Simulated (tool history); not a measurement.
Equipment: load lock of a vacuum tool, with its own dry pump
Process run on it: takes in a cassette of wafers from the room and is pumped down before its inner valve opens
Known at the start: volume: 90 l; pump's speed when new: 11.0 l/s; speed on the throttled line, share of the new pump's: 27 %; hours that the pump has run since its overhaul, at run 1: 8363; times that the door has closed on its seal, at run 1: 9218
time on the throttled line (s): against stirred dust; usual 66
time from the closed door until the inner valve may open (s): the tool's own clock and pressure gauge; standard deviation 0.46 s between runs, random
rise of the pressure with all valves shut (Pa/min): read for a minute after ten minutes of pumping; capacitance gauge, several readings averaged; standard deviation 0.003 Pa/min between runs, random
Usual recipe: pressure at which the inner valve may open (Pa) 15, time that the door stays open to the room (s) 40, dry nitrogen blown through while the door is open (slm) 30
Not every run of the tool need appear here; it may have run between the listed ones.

run	hour	time on the throttled line (s)	pressure at which the inner valve may open (Pa)	time that the door stays open to the room (s)	dry nitrogen blown through while the door is open (slm)	hours that the pump has run since its overhaul	times that the door has closed on its seal	incoming humidity of the room's air, %	time from the closed door until the inner valve may open (s)	rise of the pressure with all valves shut (Pa/min)
1	0	66	15	40	30	8363	9218	44.3	121	0.017
2	394.5	66	15	40	30	8757	10166	45.1	120.7	0.018
3	740.8	66	15	40	30	9104	10997	43.5	120.9	0.015
# hour 1068.8: dry pump taken out, an overhauled one fitted
4	1202.1	66	15	40	30	133	12091	44.7	120.7	0.015
5	1653.9	66	15	40	30	585	13176	47.8	120.5	0.009
6	2170	66	15	40	30	1101	14415	44.3	120.5	0.014
7	2681.7	66	15	40	30	1613	15644	45.5	121.2	0.014
8	3321.5	66	15	40	30	2253	17180	45.2	121	0.016
9	3736.9	66	15	58	30	2668	18178	43.7	120.9	0.017
10	4060	66	15	58	30	2991	18953	43.6	120.9	0.017
11	4595.2	66	11	58	30	3526	20239	47.1	123.6	0.023
12	5046.3	66	11	58	30	3977	21322	45.8	122.9	0.021
13	5615.5	66	11	58	30	4547	22689	47.1	123.5	0.019
14	6051.3	66	11	58	30	4983	23735	43.3	123.5	0.019
15	6527.1	66	12	73	6	5458	24878	42.9	123.2	0.045
16	6988.7	66	15	126	30	5920	25986	42	121.6	0.03
17	7671.5	66	15	86	13	6603	27626	44.7	120.1	0.043
18	7987.2	66	25	86	25	6918	28384	44.1	116.6	0.026
19	8411.4	66	25	86	25	7343	29403	40.9	116.5	0.025

Run 20 comes next. What will it give?
20	9029.1	47	25	86	13	7960	30886	45.5	?	?

{"run 20": {"time from the closed door until the inner valve may open (s)": 102.1, "rise of the pressure with all valves shut (Pa/min)": 0.04}}
Minus the tool's unlogged condition, the same run would have read time from the closed door until the inner valve may open (s) 102.1, rise of the pressure with all valves shut (Pa/min) 0.04.
